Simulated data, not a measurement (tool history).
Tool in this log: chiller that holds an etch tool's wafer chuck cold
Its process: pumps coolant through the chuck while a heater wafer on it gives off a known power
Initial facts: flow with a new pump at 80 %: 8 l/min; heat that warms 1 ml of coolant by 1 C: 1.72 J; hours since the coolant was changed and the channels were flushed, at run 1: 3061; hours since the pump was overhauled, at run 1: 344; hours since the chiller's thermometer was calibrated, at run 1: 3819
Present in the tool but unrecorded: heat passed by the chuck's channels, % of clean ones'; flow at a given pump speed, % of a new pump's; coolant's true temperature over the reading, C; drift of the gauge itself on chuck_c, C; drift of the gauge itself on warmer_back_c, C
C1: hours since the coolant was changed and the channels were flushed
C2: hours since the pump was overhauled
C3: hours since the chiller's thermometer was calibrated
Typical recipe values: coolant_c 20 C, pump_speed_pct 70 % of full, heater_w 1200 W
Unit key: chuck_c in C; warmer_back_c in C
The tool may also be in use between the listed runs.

run 1 day=0 | coolant_c=20 pump_speed_pct=70 heater_w=1200 | C1=3061 C2=344 C3=3819 | chuck_c=33.5 warmer_back_c=5.99
run 2 day=5.388 | coolant_c=20 pump_speed_pct=70 heater_w=1200 | C1=3190 C2=473 C3=3948 | chuck_c=33 warmer_back_c=6.01
run 3 day=8.117 | coolant_c=20 pump_speed_pct=70 heater_w=1200 | C1=3256 C2=538 C3=4013 | chuck_c=33 warmer_back_c=6.03
run 4 day=11.708 | coolant_c=20 pump_speed_pct=70 heater_w=1200 | C1=3342 C2=625 C3=4100 | chuck_c=33.2 warmer_back_c=5.95
run 5 day=17.117 | coolant_c=20 pump_speed_pct=93 heater_w=1200 | C1=3472 C2=754 C3=4229 | chuck_c=30.8 warmer_back_c=4.64
run 6 day=21.621 | coolant_c=20 pump_speed_pct=93 heater_w=1200 | C1=3580 C2=863 C3=4337 | chuck_c=30.9 warmer_back_c=4.56
run 7 day=26.279 | coolant_c=20 pump_speed_pct=70 heater_w=1423 | C1=3692 C2=974 C3=4449 | chuck_c=35.6 warmer_back_c=7.14
run 8 day=29.371 | coolant_c=20 pump_speed_pct=70 heater_w=1423 | C1=3766 C2=1049 C3=4523 | chuck_c=35.7 warmer_back_c=7.23
-- day=30.875 chiller's thermometer calibrated
run 9 day=32.879 | coolant_c=20 pump_speed_pct=70 heater_w=1423 | C1=3849 C2=1132 C3=48 | chuck_c=35.8 warmer_back_c=7.17
run 10 day=35.929 | coolant_c=13 pump_speed_pct=70 heater_w=1200 | C1=3922 C2=1205 C3=121 | chuck_c=26.2 warmer_back_c=6.02
run 11 day=39.704 | coolant_c=13 pump_speed_pct=70 heater_w=1200 | C1=4013 C2=1296 C3=212 | chuck_c=26.3 warmer_back_c=6.07
run 12 day=44.258 | coolant_c=10 pump_speed_pct=70 heater_w=1200 | C1=4122 C2=1405 C3=321 | chuck_c=23.3 warmer_back_c=6.11
run 13 day=47.904 | coolant_c=10 pump_speed_pct=70 heater_w=1064 | C1=4210 C2=1492 C3=409 | chuck_c=21.6 warmer_back_c=5.48
run 14 day=52.158 | coolant_c=10 pump_speed_pct=70 heater_w=1064 | C1=4312 C2=1595 C3=511 | chuck_c=21.6 warmer_back_c=5.39
run 15 day=56.554 | coolant_c=22 pump_speed_pct=70 heater_w=1476 | C1=4417 C2=1700 C3=616 | chuck_c=38.3 warmer_back_c=7.42
run 16 day=61.7 | coolant_c=14 pump_speed_pct=97 heater_w=972 | C1=4541 C2=1823 C3=740 | chuck_c=22.4 warmer_back_c=3.67
run 17 day=64.992 | coolant_c=23 pump_speed_pct=69 heater_w=1134 | C1=4620 C2=1902 C3=819 | chuck_c=35.7 warmer_back_c=5.91
run 18 day=68.65 | coolant_c=22 pump_speed_pct=61 heater_w=1200 | C1=4708 C2=1990 C3=907 | chuck_c=36.6 warmer_back_c=6.96
run 19 day=74.396 | coolant_c=30 pump_speed_pct=72 heater_w=756 | C1=4846 C2=2128 C3=1044 | chuck_c=38.3 warmer_back_c=3.87
run 20 day=80.379 | coolant_c=20 pump_speed_pct=70 heater_w=1292 | C1=4989 C2=2272 C3=1188 | chuck_c=34.3 warmer_back_c=6.65
run 21 day=83.208 | coolant_c=20 pump_speed_pct=69 heater_w=1182 | C1=5057 C2=2340 C3=1256 | chuck_c=33.2 warmer_back_c=6.2
run 22 day=88.388 | coolant_c=17 pump_speed_pct=89 heater_w=1425 | C1=5181 C2=2464 C3=1380 | chuck_c=30.1 warmer_back_c=5.79

Forecast each of these 4 alternatives for the next run:
run A day=92.246 | coolant_c=17 pump_speed_pct=81 heater_w=1425 | C1=5274 C2=2557 C3=1473 | chuck_c=? warmer_back_c=?
run B day=92.246 | coolant_c=11 pump_speed_pct=89 heater_w=1425 | C1=5274 C2=2557 C3=1473 | chuck_c=? warmer_back_c=?
run C day=92.246 | coolant_c=16 pump_speed_pct=68 heater_w=1472 | C1=5274 C2=2557 C3=1473 | chuck_c=? warmer_back_c=?
run D day=92.246 | coolant_c=17 pump_speed_pct=62 heater_w=1123 | C1=5274 C2=2557 C3=1473 | chuck_c=? warmer_back_c=?

run=A chuck_c=31.1 warmer_back_c=6.36
run=B chuck_c=24.3 warmer_back_c=5.9
run=C chuck_c=32.5 warmer_back_c=7.8
run=D chuck_c=30.5 warmer_back_c=6.54
What these runs would have given with no unlogged condition in the tool:
run=A chuck_c=31.1 warmer_back_c=6.15
run=B chuck_c=24.3 warmer_back_c=5.69
run=C chuck_c=32.4 warmer_back_c=7.58
run=D chuck_c=30.5 warmer_back_c=6.33

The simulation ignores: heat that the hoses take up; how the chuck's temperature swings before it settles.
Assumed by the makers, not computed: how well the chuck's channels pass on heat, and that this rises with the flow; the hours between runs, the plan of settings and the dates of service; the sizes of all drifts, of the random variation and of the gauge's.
